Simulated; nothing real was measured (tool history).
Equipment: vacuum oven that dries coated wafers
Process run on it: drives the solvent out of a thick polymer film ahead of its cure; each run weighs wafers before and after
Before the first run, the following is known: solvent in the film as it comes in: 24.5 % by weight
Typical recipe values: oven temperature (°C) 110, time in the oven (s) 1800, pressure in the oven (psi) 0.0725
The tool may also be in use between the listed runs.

{"run": 1, "hour": 0.0, "oven temperature (°C)": 110, "time in the oven (s)": 1800, "pressure in the oven (psi)": 0.0725, "solvent left in the film (%)": 1.32}
{"run": 2, "hour": 39.9, "oven temperature (°C)": 108, "time in the oven (s)": 1800, "pressure in the oven (psi)": 0.0725, "solvent left in the film (%)": 1.67}
{"run": 3, "hour": 97.2, "oven temperature (°C)": 108, "time in the oven (s)": 1800, "pressure in the oven (psi)": 0.0725, "solvent left in the film (%)": 1.65}
{"run": 4, "hour": 169.5, "oven temperature (°C)": 108, "time in the oven (s)": 1800, "pressure in the oven (psi)": 0.0725, "solvent left in the film (%)": 1.67}
{"run": 5, "hour": 222.2, "oven temperature (°C)": 108, "time in the oven (s)": 1800, "pressure in the oven (psi)": 0.0725, "solvent left in the film (%)": 1.66}
{"run": 6, "hour": 286.5, "oven temperature (°C)": 124, "time in the oven (s)": 1800, "pressure in the oven (psi)": 0.0725, "solvent left in the film (%)": 0.18}
{"run": 7, "hour": 346.8, "oven temperature (°C)": 110, "time in the oven (s)": 1800, "pressure in the oven (psi)": 0.0725, "solvent left in the film (%)": 1.29}
{"run": 8, "hour": 383.2, "oven temperature (°C)": 110, "time in the oven (s)": 1800, "pressure in the oven (psi)": 0.0725, "solvent left in the film (%)": 1.25}
{"run": 9, "hour": 452.0, "oven temperature (°C)": 110, "time in the oven (s)": 1800, "pressure in the oven (psi)": 0.0725, "solvent left in the film (%)": 1.22}
{"run": 10, "hour": 521.1, "oven temperature (°C)": 110, "time in the oven (s)": 1800, "pressure in the oven (psi)": 0.0725, "solvent left in the film (%)": 1.24}
{"run": 11, "hour": 568.0, "oven temperature (°C)": 110, "time in the oven (s)": 2220, "pressure in the oven (psi)": 0.0725, "solvent left in the film (%)": 0.73}
{"run": 12, "hour": 613.6, "oven temperature (°C)": 110, "time in the oven (s)": 2220, "pressure in the oven (psi)": 0.0725, "solvent left in the film (%)": 0.71}
{"run": 13, "hour": 681.2, "oven temperature (°C)": 118, "time in the oven (s)": 1800, "pressure in the oven (psi)": 0.0725, "solvent left in the film (%)": 0.36}
{"hour": 689.6, "done": "vacuum gauge cleaned of residue and calibrated"}
{"run": 14, "hour": 751.1, "oven temperature (°C)": 110, "time in the oven (s)": 1800, "pressure in the oven (psi)": 0.0725, "solvent left in the film (%)": 1.25}
{"run": 15, "hour": 802.3, "oven temperature (°C)": 96, "time in the oven (s)": 1980, "pressure in the oven (psi)": 0.1584, "solvent left in the film (%)": 4.99}
{"run": 16, "hour": 835.5, "oven temperature (°C)": 96, "time in the oven (s)": 2700, "pressure in the oven (psi)": 0.107, "solvent left in the film (%)": 2.98}
{"run": 17, "hour": 891.1, "oven temperature (°C)": 96, "time in the oven (s)": 2700, "pressure in the oven (psi)": 0.107, "solvent left in the film (%)": 3}
{"run": 18, "hour": 934.9, "oven temperature (°C)": 123, "time in the oven (s)": 1800, "pressure in the oven (psi)": 0.0725, "solvent left in the film (%)": 0.16}
{"hour": 943.1, "done": "oven's thermocouples calibrated"}
{"run": 19, "hour": 972.4, "oven temperature (°C)": 100, "time in the oven (s)": 1800, "pressure in the oven (psi)": 0.153, "solvent left in the film (%)": 5.25}
{"run": 20, "hour": 1047.3, "oven temperature (°C)": 110, "time in the oven (s)": 1800, "pressure in the oven (psi)": 0.1085, "solvent left in the film (%)": 1.83}
{"run": 21, "hour": 1089.9, "oven temperature (°C)": 110, "time in the oven (s)": 1800, "pressure in the oven (psi)": 0.0711, "solvent left in the film (%)": 1.77}
{"hour": 1129.9, "done": "vacuum gauge cleaned of residue and calibrated, once more"}
{"run": 22, "hour": 1155.9, "oven temperature (°C)": 110, "time in the oven (s)": 1800, "pressure in the oven (psi)": 0.2163, "solvent left in the film (%)": 2.05}
{"run": 23, "hour": 1189.1, "oven temperature (°C)": 110, "time in the oven (s)": 1800, "pressure in the oven (psi)": 0.2163, "solvent left in the film (%)": 2.07}
{"run": 24, "hour": 1268.7, "oven temperature (°C)": 110, "time in the oven (s)": 1320, "pressure in the oven (psi)": 0.0725, "solvent left in the film (%)": 3.14}
{"run": 25, "hour": 1337.3, "oven temperature (°C)": 110, "time in the oven (s)": 1320, "pressure in the oven (psi)": 0.0725, "solvent left in the film (%)": 3.16}
{"run": 26, "hour": 1373.4, "oven temperature (°C)": 96, "time in the oven (s)": 960, "pressure in the oven (psi)": 0.1906, "solvent left in the film (%)": 11.2}
{"run": 27, "hour": 1455.0, "oven temperature (°C)": 96, "time in the oven (s)": 960, "pressure in the oven (psi)": 0.1906, "solvent left in the film (%)": 11.1}

4 ways to go on from here, each from the tool as it stands after run 27. What would each give?
{"run": "A", "hour": 1518.0, "oven temperature (°C)": 110, "time in the oven (s)": 1800, "pressure in the oven (psi)": 0.2206, "solvent left in the film (%)": "?"}
{"run": "B", "hour": 1518.0, "oven temperature (°C)": 107, "time in the oven (s)": 1800, "pressure in the oven (psi)": 0.0725, "solvent left in the film (%)": "?"}
{"run": "C", "hour": 1518.0, "oven temperature (°C)": 111, "time in the oven (s)": 1020, "pressure in the oven (psi)": 0.0882, "solvent left in the film (%)": "?"}
{"run": "D", "hour": 1518.0, "oven temperature (°C)": 110, "time in the oven (s)": 2340, "pressure in the oven (psi)": 0.0725, "solvent left in the film (%)": "?"}

run=A solvent_left_in_the_film_(%)=2.03
run=B solvent_left_in_the_film_(%)=2.32
run=C solvent_left_in_the_film_(%)=4.39
run=D solvent_left_in_the_film_(%)=0.85
What these runs would have given with no unlogged condition in the tool:
run=A solvent_left_in_the_film_(%)=2.07
run=B solvent_left_in_the_film_(%)=2.38
run=C solvent_left_in_the_film_(%)=4.48
run=D solvent_left_in_the_film_(%)=0.87
